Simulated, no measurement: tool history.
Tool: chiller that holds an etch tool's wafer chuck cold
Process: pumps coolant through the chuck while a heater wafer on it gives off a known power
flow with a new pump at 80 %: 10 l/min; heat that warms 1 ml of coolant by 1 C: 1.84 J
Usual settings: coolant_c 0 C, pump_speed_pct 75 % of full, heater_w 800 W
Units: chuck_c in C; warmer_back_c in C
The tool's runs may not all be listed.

run      day  coolant_c  pump_speed_pct  heater_w  chuck_c  warmer_back_c
  1        0          0              75       800      9.9           3.02
  2    5.708          0              75       800       10           3.09
  3   10.117          0              75       800     10.1           3.07
  4   13.117          0              86       800      9.1           2.62
  5   16.046          0              86       800        9            2.7
  6    18.95          0              86       800      9.2           2.72
  7    24.15          0              86       800      9.1           2.66
      27.862  -- coolant changed, channels flushed
  8    29.95          0              86       800      7.6           2.71
  9   33.717          0              75       949     10.3           3.73
 10   40.867          0              75       949     10.6            3.7
 11   45.446          0              75       949     10.4           3.85
 12   52.325          0              75       949     10.8           3.77
 13   57.492          3              66       656     11.5           3.04
 14   63.088          3              66       656     11.7            3.1
 15   66.433          0              97       800      7.4           2.51
 16   73.408          0              97       943      8.6           2.91
 17   78.738         -2              61       800      9.9           4.15
 18   84.167          3              78       856     13.3           3.37
      87.475  -- coolant pump overhauled
 19   89.654          3              78       856     11.8           2.91
 20   95.462          3              78       856     11.9           2.87
 21    100.2          3              78       856       12           2.88
 22  107.096         -8              78       856      1.1           2.91
 23  111.854         -1              87       758      6.2           2.27

Forecast each of these 3 alternatives for the next run:
  A  117.338         -1              87       500        ?              ?
  B  117.338          0              69       800        ?              ?
  C  117.338          7              62       800        ?              ?

run  chuck_c  warmer_back_c
  A      3.9           1.53
  B      9.8           3.15
  C     18.1           3.53
Without the tool's hidden state the same runs would have given:
run  chuck_c  warmer_back_c
  A        3           1.49
  B      8.3           3.06
  C     16.3           3.43

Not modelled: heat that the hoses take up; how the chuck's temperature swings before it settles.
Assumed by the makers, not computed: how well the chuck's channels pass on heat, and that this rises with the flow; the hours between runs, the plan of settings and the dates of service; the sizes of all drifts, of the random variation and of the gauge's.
